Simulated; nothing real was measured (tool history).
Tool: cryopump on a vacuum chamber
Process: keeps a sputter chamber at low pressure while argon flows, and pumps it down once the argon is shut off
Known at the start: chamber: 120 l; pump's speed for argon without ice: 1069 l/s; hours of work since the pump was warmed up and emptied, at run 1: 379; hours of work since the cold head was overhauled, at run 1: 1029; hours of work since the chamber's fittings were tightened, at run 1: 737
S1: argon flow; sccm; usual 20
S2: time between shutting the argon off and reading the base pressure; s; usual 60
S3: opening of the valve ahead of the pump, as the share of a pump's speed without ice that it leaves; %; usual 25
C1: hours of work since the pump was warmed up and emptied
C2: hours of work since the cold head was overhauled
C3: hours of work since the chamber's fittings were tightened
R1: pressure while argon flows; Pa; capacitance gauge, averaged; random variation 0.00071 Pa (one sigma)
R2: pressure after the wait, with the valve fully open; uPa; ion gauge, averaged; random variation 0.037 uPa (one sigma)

run     day  S1   S2  S3   C1    C2    C3      R1    R2
  1   0.000  20   60  25  379  1029   737  0.1304  2.84
  2   0.867  20   60  25  397  1047   755  0.1314  2.91
  3   1.917  20   49  25  419  1069   777  0.1318  3.46
  4   2.871  20   60  53  439  1089   796  0.0646  3.06
  5   4.108  20   45  53  464  1114   822  0.0643  3.59
  6   5.333  20   35  25  490  1140   847  0.1312  4.52
  7   6.354  20   35  25  511  1161   869  0.1319  4.33
  8   7.292  20   35  25  530  1181   888  0.1321  4.56
  9   8.512  20   35  25  556  1206   913  0.1327  4.49
 10   9.417  11   96  25  574  1225   932  0.0726  2.59
 11  10.425  20  110  37  595  1246   953  0.0922  2.44
 12  11.271   8   25  25  613  1263   971  0.0534  5.87
 13  12.308  11   28  25  634  1285   992  0.0727  5.30
     12.704  -- pump warmed up, emptied and cooled again
 14  13.775  11   28  25   22  1311  1018  0.0695  5.33
 15  14.667  31   92  25   41  1329  1037  0.1982  2.46
 16  15.921  14   60  45   67  1355  1063  0.0500  3.12
 17  17.196  20   60  29   93  1382  1089  0.1110  3.19

Forecast each of these 3 alternatives for the next run:
  A  17.771  20  60  16  105  1394  1101   ?   ?
  B  17.771  36  52  17  105  1394  1101   ?   ?
  C  17.771  20  78  29  105  1394  1101   ?   ?

run      R1    R2
  A  0.1973  3.27
  B  0.3364  3.55
  C  0.1109  2.88
Without the tool's hidden state the same runs would have given:
run      R1    R2
  A  0.1959  2.06
  B  0.3338  2.35
  C  0.1095  1.68
